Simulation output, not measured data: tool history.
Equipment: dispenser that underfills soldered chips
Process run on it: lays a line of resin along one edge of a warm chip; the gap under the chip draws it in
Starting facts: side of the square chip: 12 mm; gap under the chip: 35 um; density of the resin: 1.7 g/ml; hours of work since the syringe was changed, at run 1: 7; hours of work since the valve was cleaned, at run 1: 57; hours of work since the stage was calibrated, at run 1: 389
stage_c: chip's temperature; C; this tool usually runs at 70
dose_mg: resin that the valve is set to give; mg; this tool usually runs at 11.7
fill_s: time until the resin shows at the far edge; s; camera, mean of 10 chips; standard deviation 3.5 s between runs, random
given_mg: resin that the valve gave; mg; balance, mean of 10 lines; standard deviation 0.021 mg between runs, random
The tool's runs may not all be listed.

run   hour  stage_c  dose_mg  hours of work since the syringe was changed  hours of work since the valve was cleaned  hours of work since the stage was calibrated  fill_s  given_mg
  1      0       70     11.7                                            7                                         57                                           389   629.4     11.32
       1.6  -- new syringe of resin
        10  -- dispensing valve cleaned and set on the balance
  2     10       70     11.7                                            5                                          0                                           394   511.4     11.69
      15.8  -- new syringe of resin
  3   22.7       70     11.7                                            4                                          8                                           402   513.3     11.63
      28.6  -- new syringe of resin
  4   35.2       70     11.7                                            4                                         15                                           410     491     11.58
      41.6  -- new syringe of resin
  5   45.8       70     11.7                                            3                                         22                                           416     450     11.49
      54.3  -- new syringe of resin
  6   58.5       70     11.7                                            3                                         30                                           424   447.5     11.44
  7   64.7       70     11.7                                            7                                         33                                           428   591.9      11.4
      67.7  -- new syringe of resin
  8   73.2       70     11.7                                            3                                         38                                           433   491.5     11.42
      81.6  -- new syringe of resin
  9   86.4       70     11.7                                            3                                         47                                           441   458.1     11.32
      94.5  -- new syringe of resin
 10  101.3       70     11.7                                            4                                         56                                           450   517.6     11.25
     107.6  -- new syringe of resin
 11  110.3       70     11.7                                            2                                         61                                           455   430.3     11.25
     113.5  -- dispensing valve cleaned and set on the balance
     121.2  -- new syringe of resin
 12  124.7       70     11.7                                            2                                          7                                           464   439.4     11.68
     133.8  -- new syringe of resin
 13  135.4       70     11.7                                            1                                         13                                           470     393     11.58
     146.4  -- new syringe of resin
 14  149.6       70     11.8                                            2                                         22                                           479   426.5     11.66
     159.6  -- new syringe of resin
 15  159.6       70     11.8                                            0                                         28                                           485   366.8     11.63
     172.8  -- new syringe of resin
 16  172.8       76     11.7                                            0                                         36                                           493   281.2     11.41
     185.6  -- new syringe of resin
 17  185.8       70     10.1                                            0                                         44                                           501   405.9      9.87
 18  197.4       76     13.7                                            7                                         51                                           508   486.2     13.31
     198.8  -- new syringe of resin
     212.4  -- new syringe of resin
 19  212.4       76     13.7                                            0                                         60                                           517     283     13.26
     216.6  -- dispensing valve cleaned and set on the balance
 20  222.9       74     13.3                                            6                                          4                                           523   473.8     13.27
     226.5  -- new syringe of resin
 21  237.6       82     13.9                                            7                                         13                                           532   360.3     13.81
     239.3  -- new syringe of resin
 22  248.5       82     13.9                                            6                                         20                                           539   331.8     13.77
     252.4  -- new syringe of resin
 23  261.2       70     12.2                                            5                                         27                                           546   552.9     11.96
     265.3  -- new syringe of resin
 24  274.1       55     10.5                                            5                                         35                                           554  1144.1     10.25
     278.6  -- new syringe of resin
 25    281       72     10.2                                            1                                         39                                           558   398.3      9.97
     291.7  -- new syringe of resin
 26  292.7       84     14.6                                            1                                         46                                           565   212.6      14.2
 27  302.7       65     10.7                                            7                                         53                                           572   793.7     10.37
     304.8  -- new syringe of resin
 28  314.5       81     13.5                                            6                                         60                                           579   351.2     12.99
     317.9  -- new syringe of resin
     319.7  -- dispensing valve cleaned and set on the balance
 29  326.3       72     14.9                                            5                                          4                                           585   479.3      14.9
     332.5  -- new syringe of resin
 30  338.2       66     11.1                                            4                                         11                                           593   577.4     11.03
     345.3  -- new syringe of resin
 31  353.8       66     11.1                                            5                                         21                                           602   657.1     11.01
     358.7  -- new syringe of resin
 32  368.2       65     10.2                                            6                                         30                                           611   758.3     10.04
     371.8  -- new syringe of resin
 33  378.2       61     12.5                                            4                                         36                                           617   744.5     12.22

5 ways to go on from here, each from the tool as it stands after run 33. What would each give?
     384.8  -- new syringe of resin
  A  393.6       61     10.4                                            5                                         45                                           626       ?         ?
     384.8  -- new syringe of resin
  B  393.6       65     12.4                                            5                                         45                                           626       ?         ?
     384.8  -- new syringe of resin
  C  393.6       61     10.8                                            5                                         45                                           626       ?         ?
     384.8  -- new syringe of resin
  D  393.6       77     14.1                                            5                                         45                                           626       ?         ?
     384.8  -- new syringe of resin
  E  393.6       61       11                                            5                                         45                                           626       ?         ?

run  fill_s  given_mg
  A   854.3     10.16
  B   692.2     12.09
  C   855.7     10.52
  D   408.2     13.71
  E   855.3     10.71
What these runs would have given with no unlogged condition in the tool:
run  fill_s  given_mg
  A   530.8     10.43
  B     433     12.42
  C   532.4     10.81
  D   257.1     14.08
  E   532.3     10.99
